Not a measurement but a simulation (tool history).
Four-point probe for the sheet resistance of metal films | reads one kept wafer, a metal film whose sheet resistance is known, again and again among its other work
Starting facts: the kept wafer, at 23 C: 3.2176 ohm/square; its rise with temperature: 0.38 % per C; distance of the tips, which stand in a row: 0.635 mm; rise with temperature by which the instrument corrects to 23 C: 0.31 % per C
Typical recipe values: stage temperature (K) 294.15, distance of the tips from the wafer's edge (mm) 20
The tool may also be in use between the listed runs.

run     day  stage temperature (K)  distance of the tips from the wafer's edge (mm)  sheet resistance as the instrument gives it (ohm/square)
  1   0.000                 294.15                                               20                                                  3.219400
  2   0.950                 296.15                                               20                                                  3.225586
  3   2.379                 296.15                                               20                                                  3.225196
  4   4.162                 296.15                                               58                                                  3.224254
  5   5.492                 296.15                                               58                                                  3.223857
  6   6.246                 294.15                                               20                                                  3.221673
  7   7.800                 293.15                                               20                                                  3.219810
  8   8.792                 294.15                                               20                                                  3.221351
  9  10.250                 294.15                                               20                                                  3.220913
 10  11.375                 294.15                                               20                                                  3.221025
 11  12.408                 294.15                                               15                                                  3.223006
 12  13.450                 294.15                                               60                                                  3.220024
 13  14.454                 294.15                                               60                                                  3.218916
 14  15.833                 294.15                                               60                                                  3.220737
 15  17.438                 294.15                                               57                                                  3.221368
     17.862  -- stage's thermometer calibrated
 16  18.225                 294.15                                               23                                                  3.229292
 17  19.075                 294.15                                               23                                                  3.228748
 18  20.075                 294.15                                               20                                                  3.228925
 19  21.496                 294.15                                               57                                                  3.228033
 20  23.067                 294.15                                               57                                                  3.226748
 21  24.183                 292.15                                               57                                                  3.223249
 22  25.583                 294.15                                               20                                                  3.229868
 23  26.417                 291.15                                               17                                                  3.223661
 24  27.446                 300.15                                               58                                                  3.240931
 25  28.304                 297.15                                               16                                                  3.236638
 26  30.050                 300.15                                               15                                                  3.244583
 27  31.779                 300.15                                               15                                                  3.243993
 28  33.400                 303.15                                               55                                                  3.249619
 29  35.154                 293.15                                               24                                                  3.227678
 30  36.204                 303.15                                               30                                                  3.249266
 31  37.688                 295.15                                               23                                                  3.231918
 32  39.492                 305.15                                                4                                                  3.297339
 33  40.412                 299.15                                               11                                                  3.246329
 34  41.900                 296.15                                               16                                                  3.235574
 35  43.179                 304.15                                               16                                                  3.254538
 36  44.788                 303.15                                                7                                                  3.263707
 37  46.058                 304.15                                                6                                                  3.271718
 38  46.967                 303.15                                               51                                                  3.250227
 39  48.212                 304.15                                                4                                                  3.294605
 40  49.888                 298.15                                                4                                                  3.282703
 41  51.446                 296.15                                               14                                                  3.238166
 42  52.612                 296.15                                               14                                                  3.237795
 43  53.892                 298.15                                               20                                                  3.242250
 44  54.829                 298.15                                               20                                                  3.241817

Hidden state or all else? Some run-to-run changes of sheet resistance as the instrument gives it (ohm/square), split into what the settings, what came in and random variation would give without the hidden state, and what is left for the hidden state (with any gauge scatter that isn't in both results):
Hidden conditions of the tool in this case: inner tips' distance over the nominal, %; tips' flats over new ones', %; wafer's true temperature over the reading, C; drift of the gauge itself on sheet_ohm, %.
Run 15 -> 16: distance of the tips from the wafer's edge (mm) 57 -> 23, stage's thermometer calibrated. sheet resistance as the instrument gives it (ohm/square) +0.007924: hidden state +0.006782, all else +0.001142.
Run 31 -> 32: stage temperature (K) 295.15 -> 305.15, distance of the tips from the wafer's edge (mm) 23 -> 4. sheet resistance as the instrument gives it (ohm/square) +0.065421: hidden state +0.000500, all else +0.064921.
Run 32 -> 33: stage temperature (K) 305.15 -> 299.15, distance of the tips from the wafer's edge (mm) 4 -> 11. sheet resistance as the instrument gives it (ohm/square) -0.051010: hidden state -0.000159, all else -0.050851.
Run 38 -> 39: stage temperature (K) 303.15 -> 304.15, distance of the tips from the wafer's edge (mm) 51 -> 4. sheet resistance as the instrument gives it (ohm/square) +0.044378: hidden state +0.000332, all else +0.044046.
Run 40 -> 41: stage temperature (K) 298.15 -> 296.15, distance of the tips from the wafer's edge (mm) 4 -> 14. sheet resistance as the instrument gives it (ohm/square) -0.044537: hidden state -0.000095, all else -0.044442.
